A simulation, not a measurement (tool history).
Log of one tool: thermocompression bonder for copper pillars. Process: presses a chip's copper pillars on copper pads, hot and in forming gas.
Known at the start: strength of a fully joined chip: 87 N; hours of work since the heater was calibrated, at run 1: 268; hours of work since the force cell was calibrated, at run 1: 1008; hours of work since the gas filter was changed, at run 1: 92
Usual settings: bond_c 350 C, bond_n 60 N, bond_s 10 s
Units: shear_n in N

run   hour  bond_c  bond_n  bond_s  hours of work since the heater was calibrated  hours of work since the force cell was calibrated  hours of work since the gas filter was changed  shear_n
  1    0.0     350      60      10                                            268                                               1008                                              92     35.5
  2   11.4     350      60      10                                            277                                               1017                                             101     35.3
      21.2  -- force cell calibrated
  3   27.1     350      60      10                                            288                                                  5                                             112     35.7
  4   45.0     350      60      10                                            302                                                 19                                             126     35.6
  5   60.2     350      60      10                                            314                                                 30                                             138     35.7
  6   72.8     350      60      10                                            324                                                 40                                             148     35.3
      77.3  -- force cell calibrated, once more
  7   90.6     350      79      10                                            337                                                 10                                             161     43.2
  8   99.0     350      79      10                                            343                                                 17                                             167     42.9
  9  113.5     350      60      24                                            355                                                 28                                             179     44.2
 10  124.6     350      60      24                                            363                                                 37                                             187     44.2
 11  137.5     350      60      10                                            373                                                 47                                             197     32.1
 12  151.7     350      67      10                                            384                                                 58                                             208     35.9
 13  160.6     350      60      10                                            391                                                 65                                             215     31.8
 14  174.8     350      60      10                                            402                                                 76                                             226     31.5
 15  190.3     350      60      30                                            415                                                 88                                             239     47.1
 16  204.6     350      60      30                                            426                                                 99                                             250     46.6
 17  217.8     350      60      30                                            436                                                110                                             260     46.6
 18  227.4     350      60      15                                            444                                                117                                             267     36.5
 19  247.4     350      60      15                                            459                                                133                                             283     36.5
 20  264.4     357      60      10                                            472                                                146                                             296     33.6
 21  275.8     357      60      10                                            481                                                155                                             305     33.8

Run 22 comes next. What will it give?
     284.7  -- forming gas filter changed
 22  296.7     373      52      23                                            497                                                171                                               9        ?

{"run 22": {"shear_n": 48.8}}
Without the tool's hidden state the same run would have given shear_n 48.4 N.
